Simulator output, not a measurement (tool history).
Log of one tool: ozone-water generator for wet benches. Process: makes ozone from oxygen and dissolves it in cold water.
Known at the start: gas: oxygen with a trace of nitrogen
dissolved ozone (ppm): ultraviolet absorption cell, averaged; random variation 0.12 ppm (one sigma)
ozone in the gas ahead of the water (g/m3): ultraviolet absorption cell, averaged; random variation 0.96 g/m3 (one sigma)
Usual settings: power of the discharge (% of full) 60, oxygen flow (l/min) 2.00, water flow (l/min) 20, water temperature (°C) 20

run	day	power of the discharge (% of full)	oxygen flow (l/min)	water flow (l/min)	water temperature (°C)	dissolved ozone (ppm)	ozone in the gas ahead of the water (g/m3)
1	0.000	60	2.00	20	20	10.1	164.2
# day 1.979: water thermometer calibrated
2	2.158	60	2.00	20	20	10.3	164.0
3	4.125	60	2.00	20	17	10.2	162.7
4	5.796	60	2.00	26	20	7.9	164.5
5	6.721	60	2.00	26	20	7.9	162.1
6	8.758	60	2.00	26	20	7.6	164.6
7	9.742	60	2.00	26	20	7.9	163.0
8	11.200	60	2.00	20	20	10.1	163.5
9	13.454	60	2.00	20	20	10.1	164.4
10	14.754	60	2.00	20	20	9.9	162.5
11	16.992	60	2.00	20	20	9.9	162.5
12	18.946	60	2.00	20	20	9.9	161.3
13	21.138	60	2.00	20	20	10.1	162.1
14	22.371	60	2.00	20	20	10.1	161.4
15	24.171	60	2.00	20	20	10.1	162.6
16	26.050	60	2.00	20	23	9.7	163.0
17	27.808	60	2.00	20	23	9.7	160.5
18	29.283	60	2.00	20	23	10.0	161.7
19	31.242	60	2.00	20	23	9.8	162.8
20	32.417	46	2.00	20	13	8.2	128.6
21	34.383	46	2.00	20	13	8.3	126.9
22	35.654	73	2.59	12	27	17.2	166.4
23	36.946	60	2.00	25	15	8.2	162.4
24	37.954	69	2.00	20	23	10.9	183.9
25	39.533	98	2.00	20	20	15.4	251.7
26	40.554	60	2.00	20	13	10.5	162.6
27	42.175	60	2.00	20	12	10.5	161.8
28	43.388	73	2.00	20	24	11.4	193.3
29	44.600	73	2.22	32	24	7.3	182.9
30	45.762	73	1.04	32	15	6.1	280.3
31	47.042	44	2.29	32	15	4.9	113.5
32	48.225	42	2.29	23	15	6.5	107.9
33	49.688	60	2.20	20	20	9.9	152.6

Measured less the same run without the tool's hidden state. The same run-to-run variation is in both; the gauge's scatter may not be:
The hidden state here: yield of the discharge, % of new electrodes'; contactor's efficiency, % of a clean one's; true water temperature over the reading, C; drift of the gauge itself on ozone_ppm, %; drift of the gauge itself on gas_g_m3, %.
run	dissolved ozone (ppm)	ozone in the gas ahead of the water (g/m3)
1	-0.4	-1.3
2	-0.4	-1.5
3	-0.4	-1.5
4	-0.4	-1.7
5	-0.3	-1.7
6	-0.4	-1.8
7	-0.4	-1.8
8	-0.5	-1.9
9	-0.4	-2.0
10	-0.5	-2.1
11	-0.5	-2.2
12	-0.5	-2.3
13	-0.5	-2.5
14	-0.5	-2.5
15	-0.6	-2.6
16	-0.6	-2.8
17	-0.5	-2.8
18	-0.6	-2.9
19	-0.5	-3.1
20	-0.4	-1.7
21	-0.4	-1.8
22	-0.8	-4.1
23	-0.6	-3.3
24	-0.7	-4.4
25	-1.1	-8.4
26	-0.6	-3.5
27	-0.6	-3.6
28	-0.8	-5.3
29	-0.6	-5.1
30	-0.5	-8.1
31	-0.3	-1.8
32	-0.4	-1.7
33	-0.7	-3.8
